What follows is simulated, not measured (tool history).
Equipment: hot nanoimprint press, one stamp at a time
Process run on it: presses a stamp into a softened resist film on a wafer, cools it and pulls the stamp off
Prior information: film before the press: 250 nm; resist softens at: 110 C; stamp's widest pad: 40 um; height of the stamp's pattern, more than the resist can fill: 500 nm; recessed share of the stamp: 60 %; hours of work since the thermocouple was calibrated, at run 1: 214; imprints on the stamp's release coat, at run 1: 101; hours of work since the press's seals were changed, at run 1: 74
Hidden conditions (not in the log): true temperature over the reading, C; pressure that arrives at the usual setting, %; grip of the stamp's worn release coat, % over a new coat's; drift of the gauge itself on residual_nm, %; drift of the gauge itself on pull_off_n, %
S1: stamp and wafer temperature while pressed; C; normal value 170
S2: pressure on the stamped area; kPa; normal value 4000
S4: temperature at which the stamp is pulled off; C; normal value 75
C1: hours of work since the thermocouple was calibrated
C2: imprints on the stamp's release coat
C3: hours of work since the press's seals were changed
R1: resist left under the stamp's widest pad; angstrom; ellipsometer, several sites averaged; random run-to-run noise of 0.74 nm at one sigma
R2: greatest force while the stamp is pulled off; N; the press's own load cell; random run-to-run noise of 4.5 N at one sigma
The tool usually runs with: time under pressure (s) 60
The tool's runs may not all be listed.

run 1 day=0 | S1=170 S2=4000 time_under_pressure_(s)=60 S4=75 | C1=214 C2=101 C3=74 | R1=1361 R2=217
run 2 day=0.575 | S1=176 S2=4000 time_under_pressure_(s)=60 S4=75 | C1=221 C2=126 C3=81 | R1=1020 R2=223
run 3 day=0.996 | S1=176 S2=4000 time_under_pressure_(s)=60 S4=75 | C1=227 C2=145 C3=87 | R1=1020 R2=224
run 4 day=1.479 | S1=176 S2=3990 time_under_pressure_(s)=60 S4=75 | C1=233 C2=166 C3=93 | R1=1035 R2=216
run 5 day=2.033 | S1=170 S2=4000 time_under_pressure_(s)=60 S4=75 | C1=240 C2=190 C3=100 | R1=1370 R2=219
run 6 day=2.479 | S1=170 S2=4000 time_under_pressure_(s)=60 S4=75 | C1=246 C2=209 C3=106 | R1=1367 R2=214
run 7 day=2.792 | S1=170 S2=4000 time_under_pressure_(s)=60 S4=75 | C1=250 C2=223 C3=110 | R1=1356 R2=221
run 8 day=3.338 | S1=170 S2=4000 time_under_pressure_(s)=60 S4=75 | C1=257 C2=247 C3=117 | R1=1373 R2=213
run 9 day=3.779 | S1=170 S2=4000 time_under_pressure_(s)=60 S4=75 | C1=263 C2=266 C3=123 | R1=1374 R2=223
run 10 day=4.292 | S1=170 S2=2860 time_under_pressure_(s)=60 S4=75 | C1=269 C2=288 C3=129 | R1=1573 R2=221
run 11 day=4.842 | S1=170 S2=4000 time_under_pressure_(s)=81 S4=75 | C1=276 C2=313 C3=136 | R1=1250 R2=223
-- day=5.246 plate thermocouple calibrated
run 12 day=5.383 | S1=170 S2=4000 time_under_pressure_(s)=60 S4=75 | C1=2 C2=331 C3=142 | R1=1358 R2=218
run 13 day=5.646 | S1=177 S2=4000 time_under_pressure_(s)=82 S4=75 | C1=5 C2=342 C3=145 | R1=868 R2=224
run 14 day=5.979 | S1=161 S2=3610 time_under_pressure_(s)=32 S4=76 | C1=9 C2=357 C3=149 | R1=2181 R2=218
run 15 day=6.35 | S1=170 S2=4000 time_under_pressure_(s)=60 S4=80 | C1=14 C2=373 C3=154 | R1=1353 R2=190
run 16 day=6.817 | S1=170 S2=4000 time_under_pressure_(s)=33 S4=80 | C1=20 C2=393 C3=160 | R1=1614 R2=191
run 17 day=7.35 | S1=170 S2=4000 time_under_pressure_(s)=33 S4=80 | C1=27 C2=417 C3=167 | R1=1614 R2=202
run 18 day=7.8 | S1=170 S2=3870 time_under_pressure_(s)=33 S4=64 | C1=33 C2=436 C3=173 | R1=1626 R2=269
run 19 day=8.167 | S1=170 S2=3870 time_under_pressure_(s)=33 S4=64 | C1=38 C2=452 C3=177 | R1=1623 R2=269
run 20 day=8.688 | S1=170 S2=3870 time_under_pressure_(s)=33 S4=64 | C1=44 C2=475 C3=184 | R1=1608 R2=275
run 21 day=9.112 | S1=170 S2=4490 time_under_pressure_(s)=55 S4=69 | C1=50 C2=493 C3=190 | R1=1315 R2=249
run 22 day=9.475 | S1=170 S2=4490 time_under_pressure_(s)=33 S4=69 | C1=54 C2=509 C3=194 | R1=1530 R2=253
run 23 day=9.917 | S1=168 S2=4000 time_under_pressure_(s)=60 S4=61 | C1=60 C2=528 C3=200 | R1=1471 R2=281
run 24 day=10.258 | S1=179 S2=3240 time_under_pressure_(s)=60 S4=81 | C1=64 C2=543 C3=204 | R1=979 R2=185

Each run again, without the hidden state but with its own random variation kept:
run=1 R1=1358
run=2 R1=1019
run=3 R1=1021
run=4 R1=1036
run=5 R1=1373
run=6 R1=1371
run=7 R1=1361
run=8 R1=1379
run=9 R1=1381
run=10 R1=1583
run=11 R1=1259
run=12 R1=1372
run=13 R1=878
run=14 R1=2207
run=15 R1=1370
run=16 R1=1635
run=17 R1=1638
run=18 R1=1651
run=19 R1=1649
run=20 R1=1636
run=21 R1=1339
run=22 R1=1558
run=23 R1=1499
run=24 R1=999
R2: within 2 N of the measured result in every run.
